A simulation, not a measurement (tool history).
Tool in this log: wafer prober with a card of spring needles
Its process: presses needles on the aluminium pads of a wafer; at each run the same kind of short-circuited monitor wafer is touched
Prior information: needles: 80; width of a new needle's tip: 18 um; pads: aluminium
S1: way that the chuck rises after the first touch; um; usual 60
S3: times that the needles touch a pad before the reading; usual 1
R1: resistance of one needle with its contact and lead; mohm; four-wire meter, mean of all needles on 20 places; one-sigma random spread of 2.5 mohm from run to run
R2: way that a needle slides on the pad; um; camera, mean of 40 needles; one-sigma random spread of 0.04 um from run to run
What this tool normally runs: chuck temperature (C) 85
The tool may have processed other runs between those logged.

Run 1, hour 0.0: usual settings. Result: R1 285 mohm, R2 8.90 um.
At hour 9.5: tips cleaned on abrasive film.
Run 2, hour 9.5: usual settings. Result: R1 281 mohm, R2 8.88 um.
Run 3, hour 16.7: usual settings. Result: R1 276 mohm, R2 8.83 um.
At hour 28.3: tips cleaned on abrasive film.
Run 4, hour 32.3: usual settings but S3 2. Result: R1 279 mohm, R2 8.90 um.
Run 5, hour 42.8: usual settings but S3 2. Result: R1 280 mohm, R2 8.84 um.
At hour 46.6: tips cleaned on abrasive film.
Run 6, hour 52.4: usual settings but S3 2. Result: R1 278 mohm, R2 8.82 um.
Run 7, hour 60.3: usual settings but S1 69 um. Result: R1 276 mohm, R2 10.15 um.

Run 8, settings as shown, results not yet in. Your forecast:
At hour 65.4: tips cleaned on abrasive film.
Run 8, hour 67.3: usual settings but S1 42 um, chuck temperature (C) 28, S3 3. Result: R1 ?, R2 ?.

Run 8 came out at R1 269 mohm, R2 6.17 um.
With the hidden condition absent and the run-to-run variation left alone, this run would have shown R1 269 mohm, R2 6.20 um.

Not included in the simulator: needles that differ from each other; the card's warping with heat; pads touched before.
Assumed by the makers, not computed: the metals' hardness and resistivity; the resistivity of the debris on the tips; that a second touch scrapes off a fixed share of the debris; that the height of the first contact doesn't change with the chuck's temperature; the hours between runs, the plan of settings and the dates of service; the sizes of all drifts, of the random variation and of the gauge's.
